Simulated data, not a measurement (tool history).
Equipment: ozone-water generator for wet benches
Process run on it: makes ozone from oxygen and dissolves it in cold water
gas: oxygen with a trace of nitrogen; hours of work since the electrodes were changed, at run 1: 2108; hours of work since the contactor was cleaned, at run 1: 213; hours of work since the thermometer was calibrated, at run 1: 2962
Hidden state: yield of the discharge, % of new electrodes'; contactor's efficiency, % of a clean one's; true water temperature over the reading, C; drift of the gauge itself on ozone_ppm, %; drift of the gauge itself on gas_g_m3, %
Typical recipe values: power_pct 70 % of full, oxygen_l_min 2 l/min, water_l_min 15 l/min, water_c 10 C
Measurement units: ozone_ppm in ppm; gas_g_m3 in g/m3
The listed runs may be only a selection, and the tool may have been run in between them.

run   hour  power_pct  oxygen_l_min  water_l_min  water_c  hours of work since the electrodes were changed  hours of work since the contactor was cleaned  hours of work since the thermometer was calibrated  ozone_ppm  gas_g_m3
  1      0         70             2           15       10                                             2108                                            213                                                2962       19.5     261.6
  2   67.4         70             2           15       10                                             2160                                            264                                                3014       19.5     261.7
  3  104.9         70             2           15       10                                             2188                                            293                                                3042       19.4     260.3
  4  164.7         70             2           15       10                                             2234                                            339                                                3088       19.1     259.9
  5  215.2         70             2           15       10                                             2273                                            378                                                3127       19.1     258.6
  6    252         70             2           15       10                                             2301                                            406                                                3155       19.4     259.5
  7  322.5         70             2           15       10                                             2355                                            460                                                3209       19.2     257.5
  8    378         70             2           15       10                                             2398                                            503                                                3252       19.2     260.8
     416.6  -- water thermometer calibrated
  9  435.1         74             2           15       10                                             2441                                            546                                                  14       19.8     269.3
 10  488.3         62             2           15       10                                             2482                                            587                                                  55       17.5     233.9
 11  540.8         62             2           10        9                                             2522                                            627                                                  95       25.5     236.3
 12  596.5         76             2           14        6                                             2565                                            670                                                 138       22.4     271.9
 13  661.9         90             2           14        6                                             2615                                            720                                                 188       25.8     309.7
 14  729.6         89             2           17        8                                             2667                                            772                                                 240       20.4     307.7
 15  779.3         74             2           14       10                                             2705                                            810                                                 278         21     266.3

Forecast each of these 4 alternatives for the next run:
  A  812.7         70             2           12       10                                             2731                                            836                                                 304          ?         ?
  B  812.7         74          1.47           22       10                                             2731                                            836                                                 304          ?         ?
  C  812.7         70          1.11           15       10                                             2731                                            836                                                 304          ?         ?
  D  812.7         74             2           16       12                                             2731                                            836                                                 304          ?         ?

run  ozone_ppm  gas_g_m3
  A       23.4     256.6
  B       12.5     326.1
  C       17.8     380.8
  D       18.2       266
With the hidden condition removed and each run's random variation left untouched, the same runs would have given:
run  ozone_ppm  gas_g_m3
  A       25.4     275.4
  B       13.7     350.9
  C       19.4     408.6
  D       19.9     286.2

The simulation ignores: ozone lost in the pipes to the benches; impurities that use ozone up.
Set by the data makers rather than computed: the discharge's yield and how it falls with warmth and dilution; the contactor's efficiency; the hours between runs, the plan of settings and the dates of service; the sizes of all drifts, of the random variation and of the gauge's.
